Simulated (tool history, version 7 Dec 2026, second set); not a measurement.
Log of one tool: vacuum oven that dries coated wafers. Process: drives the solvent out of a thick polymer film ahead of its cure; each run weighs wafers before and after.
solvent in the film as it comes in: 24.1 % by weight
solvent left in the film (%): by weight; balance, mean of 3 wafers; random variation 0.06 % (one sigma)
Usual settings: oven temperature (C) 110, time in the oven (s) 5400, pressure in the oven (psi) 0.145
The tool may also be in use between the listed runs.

Run 1, hour 0: usual settings. Result: solvent left in the film (%) 3.54.
Run 2, hour 50.6: usual settings but oven temperature (C) 101. Result: solvent left in the film (%) 6.69.
Run 3, hour 106: usual settings but oven temperature (C) 101, pressure in the oven (psi) 0.312. Result: solvent left in the film (%) 6.92.
Run 4, hour 168.5: usual settings but pressure in the oven (psi) 0.19. Result: solvent left in the film (%) 3.48.
Run 5, hour 229.9: usual settings but pressure in the oven (psi) 0.19. Result: solvent left in the film (%) 3.48.
Run 6, hour 297.9: usual settings but oven temperature (C) 106. Result: solvent left in the film (%) 4.61.
Run 7, hour 366.4: usual settings but oven temperature (C) 106, pressure in the oven (psi) 0.318. Result: solvent left in the film (%) 5.11.
Run 8, hour 403.2: usual settings but oven temperature (C) 106, time in the oven (s) 5580, pressure in the oven (psi) 0.318. Result: solvent left in the film (%) 4.72.
Run 9, hour 449.9: usual settings but oven temperature (C) 106, time in the oven (s) 5580, pressure in the oven (psi) 0.318. Result: solvent left in the film (%) 4.79.
Run 10, hour 499.4: usual settings but oven temperature (C) 106, time in the oven (s) 5580, pressure in the oven (psi) 0.318. Result: solvent left in the film (%) 4.7.
Run 11, hour 546.7: usual settings but oven temperature (C) 106, time in the oven (s) 5580, pressure in the oven (psi) 0.318. Result: solvent left in the film (%) 4.7.
Run 12, hour 615.1: usual settings but oven temperature (C) 106, time in the oven (s) 5580, pressure in the oven (psi) 0.318. Result: solvent left in the film (%) 4.67.
Run 13, hour 693: usual settings but oven temperature (C) 106, time in the oven (s) 5580, pressure in the oven (psi) 0.318. Result: solvent left in the film (%) 4.76.
Run 14, hour 746.2: usual settings. Result: solvent left in the film (%) 3.22.
Run 15, hour 786.2: usual settings. Result: solvent left in the film (%) 3.2.
At hour 795: oven's thermocouples calibrated.
Run 16, hour 858.3: usual settings. Result: solvent left in the film (%) 2.92.
Run 17, hour 893.5: usual settings. Result: solvent left in the film (%) 2.92.
Run 18, hour 952.8: usual settings but oven temperature (C) 120, time in the oven (s) 3180. Result: solvent left in the film (%) 2.88.
Run 19, hour 992.1: usual settings but pressure in the oven (psi) 0.222. Result: solvent left in the film (%) 2.98.
Run 20, hour 1032.8: usual settings but oven temperature (C) 117, time in the oven (s) 3000, pressure in the oven (psi) 0.37. Result: solvent left in the film (%) 4.25.
Run 21, hour 1095.2: usual settings but oven temperature (C) 100, time in the oven (s) 4260, pressure in the oven (psi) 0.074. Result: solvent left in the film (%) 7.83.
At hour 1108.7: oven's thermocouples calibrated, once more.
Run 22, hour 1147.8: usual settings but oven temperature (C) 108, time in the oven (s) 4260, pressure in the oven (psi) 0.074. Result: solvent left in the film (%) 5.66.
Run 23, hour 1210.8: usual settings but oven temperature (C) 122, time in the oven (s) 6780, pressure in the oven (psi) 0.406. Result: solvent left in the film (%) 1.08.
Run 24, hour 1246.6: usual settings but oven temperature (C) 120, time in the oven (s) 4980, pressure in the oven (psi) 0.316. Result: solvent left in the film (%) 1.84.
Run 25, hour 1316.4: usual settings but oven temperature (C) 120, time in the oven (s) 4980, pressure in the oven (psi) 0.316. Result: solvent left in the film (%) 1.78.
Run 26, hour 1373.2: usual settings but oven temperature (C) 120, time in the oven (s) 3060, pressure in the oven (psi) 0.476. Result: solvent left in the film (%) 4.33.
Run 27, hour 1441.9: usual settings but oven temperature (C) 107, time in the oven (s) 3060, pressure in the oven (psi) 0.476. Result: solvent left in the film (%) 9.08.
Run 28, hour 1474.7: usual settings but pressure in the oven (psi) 0.09. Result: solvent left in the film (%) 3.35.
Run 29, hour 1521: usual settings but pressure in the oven (psi) 0.09. Result: solvent left in the film (%) 3.39.
Run 30, hour 1583.3: usual settings but pressure in the oven (psi) 0.09. Result: solvent left in the film (%) 3.25.
At hour 1590.1: vacuum gauge cleaned of residue and calibrated.
Run 31, hour 1649.2: usual settings but oven temperature (C) 122, pressure in the oven (psi) 0.09. Result: solvent left in the film (%) 0.81.
Run 32, hour 1714: usual settings but oven temperature (C) 122, pressure in the oven (psi) 0.26. Result: solvent left in the film (%) 1.08.
Run 33, hour 1760.4: usual settings but oven temperature (C) 122, pressure in the oven (psi) 0.26. Result: solvent left in the film (%) 0.96.
Run 34, hour 1821.8: usual settings but time in the oven (s) 3960, pressure in the oven (psi) 0.219. Result: solvent left in the film (%) 5.17.

Measured less the same run without the tool's hidden state. The same run-to-run variation is in both; the gauge's scatter may not be:
The hidden state here: true wafer temperature over the reading, C; true pressure over the reading, kPa; drift of the gauge itself on solvent_pct, %.
run  solvent left in the film (%)
  1                         +0.15
  2                         +0.15
  3                         +0.12
  4                         +0.07
  5                         +0.05
  6                         +0.02
  7                         -0.01
  8                         -0.03
  9                         -0.06
 10                         -0.07
 11                          -0.1
 12                         -0.13
 13                         -0.17
 14                         -0.15
 15                         -0.16
 16                         -0.38
 17                          -0.4
 18                         -0.44
 19                         -0.43
 20                         -0.57
 21                         -0.69
 22                         +0.31
 23                         +0.15
 24                         +0.18
 25                         +0.16
 26                         +0.14
 27                         +0.14
 28                         +0.15
 29                         +0.14
 30                         +0.11
 31                         -0.03
 32                         -0.04
 33                         -0.04
 34                         -0.18
